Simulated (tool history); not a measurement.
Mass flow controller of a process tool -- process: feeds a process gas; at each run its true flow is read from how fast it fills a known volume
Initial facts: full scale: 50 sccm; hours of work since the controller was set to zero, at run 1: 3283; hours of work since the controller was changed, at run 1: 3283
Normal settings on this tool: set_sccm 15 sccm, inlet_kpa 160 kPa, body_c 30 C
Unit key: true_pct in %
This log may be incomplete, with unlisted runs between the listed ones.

run,hour,set_sccm,inlet_kpa,body_c,hours of work since the controller was set to zero,hours of work since the controller was changed,true_pct
1,0.0,15,160,30,3283,3283,97.14
2,408.8,15,160,24,3595,3595,97.37
3,799.2,13,160,24,3893,3893,96.69
4,1117.0,13,160,32,4135,4135,96.01
5,1340.7,13,160,32,4306,4306,95.71
# hour 1375.8: controller's zero set anew
6,1686.1,15,160,30,237,4569,94.22
7,2070.6,15,160,30,530,4862,94.22
8,2302.6,15,160,30,707,5039,93.76
9,2717.9,15,160,30,1024,5356,93.77
10,3060.0,15,160,36,1285,5617,92.91
# hour 3102.0: controller's zero set anew, once more
11,3489.1,11,188,24,295,5944,98.16
12,3803.7,19,160,28,535,6184,97.98
13,4234.8,19,160,28,864,6513,97.86
14,4473.1,22,219,28,1046,6695,97.41
15,4873.6,22,219,28,1351,7000,97.17
16,5265.6,24,213,23,1650,7299,97.55
17,5690.9,24,213,23,1975,7624,97.28
18,5881.1,24,213,23,2120,7769,97.34
19,6177.1,24,213,28,2346,7995,96.89
20,6597.6,24,213,28,2667,8315,96.58

Measured minus without-hidden-state, run by run (identical run-to-run variation in each term; gauge scatter may differ):
Hidden conditions of the tool in this case: flow at rest that the sensor doesn't see, % of full scale; true flow over the shown one, %; drift of the gauge itself on true_pct, %.
run,true_pct
1,-2.49
2,-2.77
3,-3.36
4,-3.58
5,-3.73
6,-5.27
7,-5.55
8,-5.67
9,-5.96
10,-6.21
11,-1.67
12,-1.70
13,-1.97
14,-2.03
15,-2.22
16,-2.38
17,-2.57
18,-2.66
19,-2.80
20,-3.00
